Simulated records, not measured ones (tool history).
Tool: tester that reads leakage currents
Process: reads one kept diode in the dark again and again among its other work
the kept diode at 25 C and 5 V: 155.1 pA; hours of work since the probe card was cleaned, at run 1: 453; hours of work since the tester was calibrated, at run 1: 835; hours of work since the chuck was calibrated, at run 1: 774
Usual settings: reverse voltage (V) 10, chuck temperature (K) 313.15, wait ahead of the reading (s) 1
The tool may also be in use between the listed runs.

| run | hour | reverse voltage (V) | chuck temperature (K) | wait ahead of the reading (s) | hours of work since the probe card was cleaned | hours of work since the tester was calibrated | hours of work since the chuck was calibrated | current that the tester gives (pA) |
|---|---|---|---|---|---|---|---|---|
| 1 | 0 | 10 | 313.15 | 1 | 453 | 835 | 774 | 733.94 |
| 2 | 119.6 | 10 | 313.15 | 9.63 | 501 | 883 | 822 | 728.01 |
| 3 | 190.3 | 10 | 313.15 | 1.18 | 529 | 911 | 850 | 727.9 |
| 4 | 309.2 | 10 | 324.15 | 1 | 577 | 959 | 898 | 1774.65 |
| 5 | 389.5 | 10 | 324.15 | 1 | 609 | 992 | 931 | 1758.75 |
| 6 | 523.5 | 10 | 324.15 | 1 | 663 | 1046 | 985 | 1753.85 |
| 7 | 642.4 | 10 | 324.15 | 1 | 711 | 1093 | 1032 | 1753.18 |
| 8 | 716.6 | 10 | 313.15 | 1 | 741 | 1123 | 1062 | 721.64 |
| 9 | 856.8 | 6 | 313.15 | 1 | 798 | 1180 | 1119 | 585.85 |
| 10 | 975.7 | 10 | 313.15 | 1 | 845 | 1228 | 1167 | 719.35 |
| 11 | 1100.8 | 7.2 | 313.15 | 1 | 896 | 1278 | 1217 | 627.19 |
| 12 | 1240 | 16.8 | 313.15 | 1 | 952 | 1334 | 1273 | 879.54 |
| 13 | 1351.9 | 16.8 | 313.15 | 1 | 997 | 1379 | 1318 | 872.31 |
| 14 | 1418 | 3.9 | 311.15 | 0.32 | 1023 | 1406 | 1345 | 414.1 |
| 15 | 1499.7 | 3.9 | 311.15 | 1.86 | 1056 | 1439 | 1378 | 410.62 |
|  | 1509.8 | chuck's temperature calibrated |
| 16 | 1626.9 | 1.1 | 321.15 | 0.74 | 1107 | 1489 | 47 | 535.62 |
| 17 | 1751.4 | 1.3 | 333.15 | 0.3 | 1157 | 1539 | 97 | 1449.25 |
|  | 1812.3 | chuck's temperature calibrated, once more |
| 18 | 1891.6 | 1.3 | 333.15 | 0.3 | 1212 | 1595 | 32 | 1643.01 |
| 19 | 1965.6 | 1.3 | 333.15 | 0.3 | 1242 | 1624 | 62 | 1631.98 |
| 20 | 2055.9 | 1.3 | 333.15 | 3.11 | 1279 | 1661 | 98 | 1625.65 |
| 21 | 2152.3 | 6.7 | 295.15 | 0.43 | 1317 | 1700 | 137 | 138.7 |
| 22 | 2224.4 | 6.7 | 295.15 | 0.43 | 1346 | 1729 | 166 | 138.48 |
| 23 | 2344.8 | 6.7 | 295.15 | 2.6 | 1395 | 1777 | 214 | 134.31 |
| 24 | 2457.2 | 4.5 | 309.15 | 6.7 | 1440 | 1822 | 260 | 393.32 |
| 25 | 2549.4 | 6.9 | 311.15 | 1.41 | 1477 | 1859 | 297 | 551.06 |

Forecast each of these 3 alternatives for the next run:
| A | 2667.9 | 6.9 | 331.15 | 0.68 | 1525 | 1907 | 344 | ? |
| B | 2667.9 | 4.3 | 313.15 | 1 | 1525 | 1907 | 344 | ? |
| C | 2667.9 | 6.9 | 311.15 | 4.23 | 1525 | 1907 | 344 | ? |

| run | current that the tester gives (pA) |
|---|---|
| A | 2683.83 |
| B | 539 |
| C | 555.87 |
Without the tool's hidden state the same runs would have given:
| run | current that the tester gives (pA) |
|---|---|
| A | 2724.1 |
| B | 546.52 |
| C | 562.65 |
